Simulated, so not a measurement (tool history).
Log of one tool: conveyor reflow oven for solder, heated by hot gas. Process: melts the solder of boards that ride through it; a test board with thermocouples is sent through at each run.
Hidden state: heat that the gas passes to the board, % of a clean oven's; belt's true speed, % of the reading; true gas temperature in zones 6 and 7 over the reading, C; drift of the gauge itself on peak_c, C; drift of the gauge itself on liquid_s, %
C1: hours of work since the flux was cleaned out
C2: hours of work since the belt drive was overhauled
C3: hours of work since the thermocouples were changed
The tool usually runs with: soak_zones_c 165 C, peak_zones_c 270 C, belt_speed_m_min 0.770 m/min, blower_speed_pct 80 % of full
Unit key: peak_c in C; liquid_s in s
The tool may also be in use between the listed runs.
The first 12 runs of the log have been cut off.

Run 13, hour 138.8: usual settings; C1 9; C2 212; C3 392. Result: peak_c 256.23 C, liquid_s 41.43 s.
Run 14, hour 154.0: usual settings; C1 20; C2 223; C3 402. Result: peak_c 256.24 C, liquid_s 41.30 s.
Run 15, hour 164.7: usual settings; C1 27; C2 230; C3 410. Result: peak_c 256.20 C, liquid_s 41.15 s.
Run 16, hour 176.7: usual settings but soak_zones_c 157 C, peak_zones_c 271 C, blower_speed_pct 54 % of full; C1 36; C2 239; C3 418. Result: peak_c 251.38 C, liquid_s 36.62 s.
Run 17, hour 187.9: usual settings but soak_zones_c 157 C, peak_zones_c 271 C, blower_speed_pct 54 % of full; C1 43; C2 246; C3 426. Result: peak_c 251.51 C, liquid_s 36.41 s.
Run 18, hour 197.6: usual settings but soak_zones_c 157 C, peak_zones_c 272 C, belt_speed_m_min 0.688 m/min, blower_speed_pct 81 % of full; C1 50; C2 253; C3 433. Result: peak_c 260.35 C, liquid_s 47.02 s.
Run 19, hour 204.8: usual settings but soak_zones_c 166 C, peak_zones_c 284 C, belt_speed_m_min 0.871 m/min, blower_speed_pct 56 % of full; C1 55; C2 258; C3 438. Result: peak_c 259.97 C, liquid_s 37.11 s.
Run 20, hour 213.1: usual settings but soak_zones_c 166 C, peak_zones_c 264 C, belt_speed_m_min 0.871 m/min, blower_speed_pct 56 % of full; C1 61; C2 264; C3 444. Result: peak_c 242.57 C, liquid_s 28.40 s.
Run 21, hour 223.8: usual settings but belt_speed_m_min 0.852 m/min; C1 69; C2 271; C3 451. Result: peak_c 252.54 C, liquid_s 35.15 s.
Run 22, hour 236.7: usual settings but blower_speed_pct 65 % of full; C1 78; C2 280; C3 460. Result: peak_c 253.78 C, liquid_s 39.77 s.
Run 23, hour 244.5: usual settings but blower_speed_pct 65 % of full; C1 83; C2 286; C3 466. Result: peak_c 253.79 C, liquid_s 39.93 s.
Run 24, hour 258.3: usual settings but soak_zones_c 172 C, peak_zones_c 278 C, belt_speed_m_min 0.742 m/min, blower_speed_pct 78 % of full; C1 93; C2 296; C3 475. Result: peak_c 265.02 C, liquid_s 48.26 s.
Run 25, hour 274.6: usual settings but soak_zones_c 172 C, peak_zones_c 272 C, belt_speed_m_min 0.643 m/min, blower_speed_pct 50 % of full; C1 104; C2 307; C3 487. Result: peak_c 259.93 C, liquid_s 53.69 s.
Run 26, hour 281.4: usual settings but soak_zones_c 172 C, peak_zones_c 272 C, belt_speed_m_min 0.643 m/min, blower_speed_pct 50 % of full; C1 109; C2 312; C3 491. Result: peak_c 259.91 C, liquid_s 53.64 s.
Run 27, hour 297.3: usual settings but soak_zones_c 154 C, peak_zones_c 272 C, belt_speed_m_min 0.655 m/min, blower_speed_pct 50 % of full; C1 120; C2 323; C3 502. Result: peak_c 256.75 C, liquid_s 46.35 s.
Run 28, hour 308.6: usual settings but soak_zones_c 154 C, peak_zones_c 272 C, belt_speed_m_min 0.626 m/min, blower_speed_pct 50 % of full; C1 128; C2 331; C3 510. Result: peak_c 258.41 C, liquid_s 49.74 s.
Run 29, hour 322.6: usual settings but soak_zones_c 154 C, peak_zones_c 272 C, belt_speed_m_min 0.626 m/min, blower_speed_pct 50 % of full; C1 138; C2 341; C3 520. Result: peak_c 258.05 C, liquid_s 49.63 s.
Run 30, hour 338.8: usual settings but soak_zones_c 169 C, peak_zones_c 267 C, blower_speed_pct 58 % of full; C1 149; C2 352; C3 531. Result: peak_c 250.43 C, liquid_s 38.69 s.

What if the next run were any one of these 5? Each begins from the tool's condition after run 30:
Run A, hour 350.9: usual settings but soak_zones_c 156 C, peak_zones_c 280 C; C1 157; C2 360; C3 540. Result: peak_c ?, liquid_s ?.
Run B, hour 350.9: usual settings but soak_zones_c 163 C, peak_zones_c 258 C, belt_speed_m_min 0.769 m/min, blower_speed_pct 58 % of full; C1 157; C2 360; C3 540. Result: peak_c ?, liquid_s ?.
Run C, hour 350.9: usual settings but soak_zones_c 169 C, peak_zones_c 263 C, blower_speed_pct 58 % of full; C1 157; C2 360; C3 540. Result: peak_c ?, liquid_s ?.
Run D, hour 350.9: usual settings but peak_zones_c 282 C; C1 157; C2 360; C3 540. Result: peak_c ?, liquid_s ?.
Run E, hour 350.9: usual settings but soak_zones_c 169 C, peak_zones_c 262 C, blower_speed_pct 54 % of full; C1 157; C2 360; C3 540. Result: peak_c ?, liquid_s ?.

run  peak_c  liquid_s
  A  263.23     42.50
  B  241.42     31.72
  C  246.73     36.67
  D  266.47     45.31
  E  245.13     35.50
With no hidden state in the tool, these same runs would have given:
run  peak_c  liquid_s
  A  263.92     42.66
  B  241.78     32.08
  C  247.06     36.89
  D  267.06     45.34
  E  245.43     35.73

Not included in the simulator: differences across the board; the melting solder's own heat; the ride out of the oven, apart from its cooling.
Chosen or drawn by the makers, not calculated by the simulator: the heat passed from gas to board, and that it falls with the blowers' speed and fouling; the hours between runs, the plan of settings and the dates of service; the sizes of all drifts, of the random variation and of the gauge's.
